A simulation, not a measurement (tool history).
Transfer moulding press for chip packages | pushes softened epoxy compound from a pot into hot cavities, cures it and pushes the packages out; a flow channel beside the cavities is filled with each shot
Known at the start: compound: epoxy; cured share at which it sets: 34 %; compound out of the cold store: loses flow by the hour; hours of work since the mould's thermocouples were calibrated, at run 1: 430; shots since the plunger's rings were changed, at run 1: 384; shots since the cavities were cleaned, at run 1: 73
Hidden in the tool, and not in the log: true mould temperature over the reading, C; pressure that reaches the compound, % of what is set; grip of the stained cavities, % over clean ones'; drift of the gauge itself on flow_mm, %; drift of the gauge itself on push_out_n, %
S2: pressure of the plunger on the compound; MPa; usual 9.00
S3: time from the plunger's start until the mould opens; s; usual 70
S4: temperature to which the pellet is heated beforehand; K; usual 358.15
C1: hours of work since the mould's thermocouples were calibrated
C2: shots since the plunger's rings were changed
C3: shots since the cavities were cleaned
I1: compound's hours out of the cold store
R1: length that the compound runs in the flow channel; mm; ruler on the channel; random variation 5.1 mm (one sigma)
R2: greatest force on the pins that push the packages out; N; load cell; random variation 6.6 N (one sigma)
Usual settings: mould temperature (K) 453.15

Run 1, hour 0.0: usual settings; C1 430; C2 384; C3 73; I1 18.3. Result: R1 530 mm, R2 327 N.
Run 2, hour 14.3: usual settings; C1 439; C2 575; C3 264; I1 47.1. Result: R1 484 mm, R2 345 N.
Run 3, hour 36.3: usual settings; C1 452; C2 868; C3 557; I1 33.2. Result: R1 510 mm, R2 403 N.
At hour 43.7: cavities cleaned with cleaning compound and waxed.
Run 4, hour 60.1: usual settings but S3 56 s; C1 466; C2 1166; C3 218; I1 34.8. Result: R1 497 mm, R2 572 N.
Run 5, hour 87.0: usual settings but S3 56 s; C1 482; C2 1525; C3 577; I1 40.9. Result: R1 483 mm, R2 646 N.
At hour 94.0: cavities cleaned with cleaning compound and waxed.
Run 6, hour 115.4: usual settings but S3 56 s, S4 362.15 K; C1 498; C2 1884; C3 284; I1 9.3. Result: R1 541 mm, R2 637 N.
Run 7, hour 140.2: usual settings but S3 56 s, S4 362.15 K; C1 513; C2 2216; C3 616; I1 23.9. Result: R1 499 mm, R2 674 N.
At hour 143.8: cavities cleaned with cleaning compound and waxed.
Run 8, hour 159.9: usual settings but S3 56 s, S4 362.15 K; C1 524; C2 2458; C3 215; I1 15.2. Result: R1 518 mm, R2 593 N.
Run 9, hour 179.1: usual settings but S3 56 s, S4 362.15 K; C1 536; C2 2715; C3 472; I1 33.2. Result: R1 486 mm, R2 651 N.
At hour 188.0: mould's thermocouples calibrated.
At hour 194.8: cavities cleaned with cleaning compound and waxed.
Run 10, hour 196.5: usual settings but S3 56 s, S4 362.15 K; C1 4; C2 2900; C3 23; I1 29.6. Result: R1 491 mm, R2 438 N.
Run 11, hour 218.7: usual settings but S2 10.85 MPa; C1 18; C2 3197; C3 320; I1 29.7. Result: R1 538 mm, R2 380 N.
Run 12, hour 237.9: usual settings but S2 10.85 MPa; C1 29; C2 3453; C3 576; I1 10.7. Result: R1 578 mm, R2 422 N.
At hour 243.9: cavities cleaned with cleaning compound and waxed.
Run 13, hour 255.6: usual settings but mould temperature (K) 450.15, S4 368.15 K; C1 39; C2 3669; C3 155; I1 46.0. Result: R1 449 mm, R2 360 N.
Run 14, hour 283.1: usual settings but mould temperature (K) 460.15, S4 352.15 K; C1 56; C2 4037; C3 523; I1 34.9. Result: R1 463 mm, R2 320 N.
At hour 293.9: cavities cleaned with cleaning compound and waxed.
Run 15, hour 303.7: usual settings but mould temperature (K) 460.15, S4 352.15 K; C1 68; C2 4292; C3 131; I1 13.5. Result: R1 497 mm, R2 258 N.
Run 16, hour 318.8: usual settings but mould temperature (K) 455.15, S2 9.18 MPa, S3 77 s, S4 349.15 K; C1 77; C2 4492; C3 331; I1 32.7. Result: R1 473 mm, R2 313 N.
At hour 342.6: cavities cleaned with cleaning compound and waxed.
Run 17, hour 345.4: usual settings but mould temperature (K) 459.15, S2 7.54 MPa, S3 55 s, S4 350.15 K; C1 92; C2 4828; C3 37; I1 32.8. Result: R1 412 mm, R2 327 N.
Run 18, hour 358.8: usual settings but mould temperature (K) 460.15, S2 8.66 MPa, S3 59 s; C1 100; C2 5007; C3 216; I1 20.1. Result: R1 467 mm, R2 327 N.
At hour 376.7: plunger's sealing rings changed.
Run 19, hour 381.5: usual settings but mould temperature (K) 456.15, S2 7.93 MPa, S3 59 s; C1 112; C2 64; C3 485; I1 43.8. Result: R1 448 mm, R2 465 N.
At hour 394.1: cavities cleaned with cleaning compound and waxed.
Run 20, hour 404.7: usual settings but mould temperature (K) 461.15, S2 8.10 MPa, S3 96 s, S4 355.15 K; C1 125; C2 355; C3 142; I1 26.9. Result: R1 475 mm, R2 229 N.
Run 21, hour 420.8: usual settings but mould temperature (K) 461.15, S2 8.10 MPa, S3 96 s, S4 355.15 K; C1 135; C2 569; C3 356; I1 11.7. Result: R1 504 mm, R2 266 N.
Run 22, hour 440.2: usual settings but mould temperature (K) 449.15, S2 9.03 MPa, S3 66 s, S4 365.15 K; C1 147; C2 828; C3 615; I1 9.4. Result: R1 567 mm, R2 638 N.

Measured less the same run without the tool's hidden state. The same run-to-run variation is in both; the gauge's scatter may not be:
run   R1    R2
  1   -2   +45
  2   -4   +99
  3   -6  +152
  4   -9  +156
  5  -11  +258
  6  -17  +198
  7  -18  +277
  8  -20  +173
  9  -22  +250
 10  -25   +20
 11  -31  +107
 12  -36  +152
 13  -29   +69
 14  -34  +108
 15  -39   +44
 16  -39   +91
 17  -37   +32
 18  -44   +80
 19   -1  +166
 20   -3   +41
 21   -5   +78
 22   -8  +244

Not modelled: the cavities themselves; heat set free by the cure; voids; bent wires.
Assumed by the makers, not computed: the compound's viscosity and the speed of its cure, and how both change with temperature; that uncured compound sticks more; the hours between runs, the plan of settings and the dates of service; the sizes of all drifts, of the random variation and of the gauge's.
